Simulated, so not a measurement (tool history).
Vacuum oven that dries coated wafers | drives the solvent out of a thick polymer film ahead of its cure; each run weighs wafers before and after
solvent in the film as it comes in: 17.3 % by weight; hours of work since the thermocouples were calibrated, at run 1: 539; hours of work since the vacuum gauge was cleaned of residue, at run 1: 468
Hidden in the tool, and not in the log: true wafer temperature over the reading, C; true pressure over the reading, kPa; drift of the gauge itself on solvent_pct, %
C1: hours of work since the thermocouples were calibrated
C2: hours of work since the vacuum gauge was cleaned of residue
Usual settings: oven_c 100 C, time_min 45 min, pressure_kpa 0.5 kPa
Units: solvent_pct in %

Run 1, hour 0: usual settings; C1 539; C2 468. Result: solvent_pct 1.03 %.
Run 2, hour 49.8: usual settings; C1 560; C2 489. Result: solvent_pct 1 %.
Run 3, hour 87.5: usual settings; C1 575; C2 504. Result: solvent_pct 0.99 %.
Run 4, hour 133.5: usual settings but oven_c 107 C; C1 594; C2 523. Result: solvent_pct 0.45 %.
At hour 174.3: oven's thermocouples calibrated.
Run 5, hour 198.2: usual settings; C1 10; C2 549. Result: solvent_pct 1.04 %.
Run 6, hour 255: usual settings but oven_c 104 C; C1 33; C2 572. Result: solvent_pct 0.67 %.
At hour 278.2: oven's thermocouples calibrated, once more.
Run 7, hour 294.4: usual settings but oven_c 104 C; C1 7; C2 587. Result: solvent_pct 0.64 %.
Run 8, hour 343.3: usual settings but time_min 54 min; C1 27; C2 607. Result: solvent_pct 0.7 %.
Run 9, hour 376.7: usual settings but time_min 54 min; C1 40; C2 621. Result: solvent_pct 0.62 %.
Run 10, hour 421.6: usual settings but oven_c 114 C, time_min 54 min; C1 59; C2 639. Result: solvent_pct 0.14 %.
Run 11, hour 475: usual settings but pressure_kpa 1.129 kPa; C1 81; C2 661. Result: solvent_pct 1.18 %.
Run 12, hour 538.3: usual settings but time_min 67 min, pressure_kpa 1.129 kPa; C1 107; C2 687. Result: solvent_pct 0.6 %.
Run 13, hour 594.4: usual settings but oven_c 115 C; C1 130; C2 710. Result: solvent_pct 0.2 %.
Run 14, hour 657.6: usual settings but oven_c 115 C; C1 155; C2 736. Result: solvent_pct 0.23 %.
Run 15, hour 712.2: usual settings; C1 178; C2 758. Result: solvent_pct 1.07 %.
Run 16, hour 781.3: usual settings; C1 206; C2 787. Result: solvent_pct 1.05 %.
Run 17, hour 849.2: usual settings but oven_c 112 C, pressure_kpa 1.813 kPa; C1 234; C2 814. Result: solvent_pct 0.55 %.
Run 18, hour 887.9: usual settings but oven_c 112 C, pressure_kpa 1.813 kPa; C1 250; C2 830. Result: solvent_pct 0.5 %.
Run 19, hour 950.5: usual settings but pressure_kpa 0.274 kPa; C1 275; C2 856. Result: solvent_pct 1.03 %.
Run 20, hour 989.8: usual settings but pressure_kpa 0.274 kPa; C1 291; C2 872. Result: solvent_pct 0.98 %.
Run 21, hour 1048.7: usual settings but pressure_kpa 0.274 kPa; C1 316; C2 896. Result: solvent_pct 1.02 %.
Run 22, hour 1112.5: usual settings but pressure_kpa 0.274 kPa; C1 342; C2 922. Result: solvent_pct 1.07 %.
Run 23, hour 1153.8: usual settings but time_min 24 min, pressure_kpa 0.274 kPa; C1 359; C2 939. Result: solvent_pct 3.35 %.
Run 24, hour 1193.7: usual settings but time_min 24 min, pressure_kpa 0.274 kPa; C1 375; C2 956. Result: solvent_pct 3.44 %.
Run 25, hour 1232.7: usual settings but oven_c 115 C, time_min 71 min, pressure_kpa 0.731 kPa; C1 391; C2 972. Result: solvent_pct 0.22 %.
Run 26, hour 1276.6: usual settings but oven_c 115 C, time_min 71 min, pressure_kpa 0.274 kPa; C1 409; C2 990. Result: solvent_pct 0.1 %.
Run 27, hour 1344.8: usual settings but oven_c 87 C, time_min 60 min, pressure_kpa 0.282 kPa; C1 437; C2 1017. Result: solvent_pct 2.05 %.
Run 28, hour 1407: usual settings but oven_c 87 C, time_min 60 min, pressure_kpa 0.282 kPa; C1 462; C2 1043. Result: solvent_pct 2.06 %.
Run 29, hour 1450.1: usual settings but time_min 23 min; C1 480; C2 1061. Result: solvent_pct 3.61 %.
Run 30, hour 1500.8: usual settings but time_min 23 min; C1 501; C2 1081. Result: solvent_pct 3.61 %.
Run 31, hour 1550.7: usual settings but time_min 23 min; C1 521; C2 1102. Result: solvent_pct 3.62 %.

Hidden state at the last listed run before each entry between runs and at the first one after, where it differs:
Between runs 4 and 5: oven's thermocouples calibrated (hour 174.3)
  true wafer temperature over the reading, C: -0.25 -> -0.36; true pressure over the reading, kPa: 0.238 -> 0.252
  measured less the result without the state, solvent_pct: +0.06 -> +0.1 %
Between runs 6 and 7: oven's thermocouples calibrated, once more (hour 278.2)
  true wafer temperature over the reading, C: -0.39 -> -0.13; true pressure over the reading, kPa: 0.262 -> 0.27
  measured less the result without the state, solvent_pct: +0.09 -> +0.06 %
